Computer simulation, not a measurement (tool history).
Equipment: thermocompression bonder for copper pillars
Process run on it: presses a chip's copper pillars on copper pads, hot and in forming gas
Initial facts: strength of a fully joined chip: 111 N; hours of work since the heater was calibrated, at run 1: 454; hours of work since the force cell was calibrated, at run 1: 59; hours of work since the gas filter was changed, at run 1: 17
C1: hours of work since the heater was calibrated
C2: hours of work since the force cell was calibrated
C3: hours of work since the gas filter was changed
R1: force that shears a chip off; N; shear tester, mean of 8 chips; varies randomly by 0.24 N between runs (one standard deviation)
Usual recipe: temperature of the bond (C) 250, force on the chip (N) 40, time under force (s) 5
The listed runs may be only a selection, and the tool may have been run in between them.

run 1 hour=0.0 | temperature_of_the_bond_(C)=250 force_on_the_chip_(N)=40 time_under_force_(s)=5 | C1=454 C2=59 C3=17 | R1=60.1
run 2 hour=18.2 | temperature_of_the_bond_(C)=250 force_on_the_chip_(N)=40 time_under_force_(s)=5 | C1=466 C2=71 C3=29 | R1=60.1
run 3 hour=30.9 | temperature_of_the_bond_(C)=250 force_on_the_chip_(N)=40 time_under_force_(s)=5 | C1=475 C2=79 C3=38 | R1=60.2
run 4 hour=52.6 | temperature_of_the_bond_(C)=250 force_on_the_chip_(N)=40 time_under_force_(s)=5 | C1=489 C2=93 C3=52 | R1=60.1
run 5 hour=71.2 | temperature_of_the_bond_(C)=272 force_on_the_chip_(N)=40 time_under_force_(s)=5 | C1=501 C2=106 C3=64 | R1=75.4
run 6 hour=82.7 | temperature_of_the_bond_(C)=250 force_on_the_chip_(N)=27 time_under_force_(s)=5 | C1=509 C2=113 C3=72 | R1=41.7
run 7 hour=104.0 | temperature_of_the_bond_(C)=250 force_on_the_chip_(N)=27 time_under_force_(s)=5 | C1=523 C2=127 C3=86 | R1=41.2
run 8 hour=125.4 | temperature_of_the_bond_(C)=250 force_on_the_chip_(N)=42 time_under_force_(s)=5 | C1=537 C2=141 C3=100 | R1=62.1
run 9 hour=147.1 | temperature_of_the_bond_(C)=250 force_on_the_chip_(N)=42 time_under_force_(s)=5 | C1=551 C2=156 C3=114 | R1=62.3
run 10 hour=165.6 | temperature_of_the_bond_(C)=250 force_on_the_chip_(N)=57 time_under_force_(s)=5 | C1=564 C2=168 C3=127 | R1=77.7
-- hour=188.7 forming gas filter changed
run 11 hour=192.5 | temperature_of_the_bond_(C)=223 force_on_the_chip_(N)=40 time_under_force_(s)=4 | C1=581 C2=185 C3=2 | R1=39.0
run 12 hour=211.1 | temperature_of_the_bond_(C)=240 force_on_the_chip_(N)=28 time_under_force_(s)=4 | C1=593 C2=198 C3=15 | R1=34.5
-- hour=214.2 force cell calibrated
run 13 hour=232.0 | temperature_of_the_bond_(C)=241 force_on_the_chip_(N)=54 time_under_force_(s)=9 | C1=606 C2=12 C3=28 | R1=81.9
run 14 hour=252.2 | temperature_of_the_bond_(C)=249 force_on_the_chip_(N)=54 time_under_force_(s)=6 | C1=619 C2=25 C3=41 | R1=79.7
run 15 hour=272.4 | temperature_of_the_bond_(C)=249 force_on_the_chip_(N)=49 time_under_force_(s)=6 | C1=633 C2=38 C3=54 | R1=74.6
run 16 hour=289.7 | temperature_of_the_bond_(C)=268 force_on_the_chip_(N)=32 time_under_force_(s)=5 | C1=644 C2=50 C3=66 | R1=61.2
run 17 hour=309.5 | temperature_of_the_bond_(C)=245 force_on_the_chip_(N)=32 time_under_force_(s)=5 | C1=657 C2=63 C3=79 | R1=46.6
run 18 hour=330.4 | temperature_of_the_bond_(C)=261 force_on_the_chip_(N)=24 time_under_force_(s)=3 | C1=671 C2=77 C3=92 | R1=35.2
run 19 hour=341.8 | temperature_of_the_bond_(C)=254 force_on_the_chip_(N)=28 time_under_force_(s)=11 | C1=678 C2=84 C3=100 | R1=60.6
-- hour=364.5 force cell calibrated, once more
run 20 hour=368.6 | temperature_of_the_bond_(C)=254 force_on_the_chip_(N)=28 time_under_force_(s)=11 | C1=695 C2=3 C3=117 | R1=60.9

Same runs, no hidden state in the tool, same run-to-run variation:
The tool's hidden condition here consists of: true temperature of the bond over the reading, C; force that reaches the chip, % of what is set; oxide that the forming gas leaves, % of the face; drift of the gauge itself on shear_n, %.
run=1 R1=55.8
run=2 R1=55.9
run=3 R1=56.0
run=4 R1=56.1
run=5 R1=72.0
run=6 R1=38.4
run=7 R1=38.0
run=8 R1=58.4
run=9 R1=58.7
run=10 R1=74.8
run=11 R1=34.2
run=12 R1=30.5
run=13 R1=76.6
run=14 R1=74.7
run=15 R1=69.5
run=16 R1=56.6
run=17 R1=42.1
run=18 R1=31.8
run=19 R1=56.0
run=20 R1=55.8
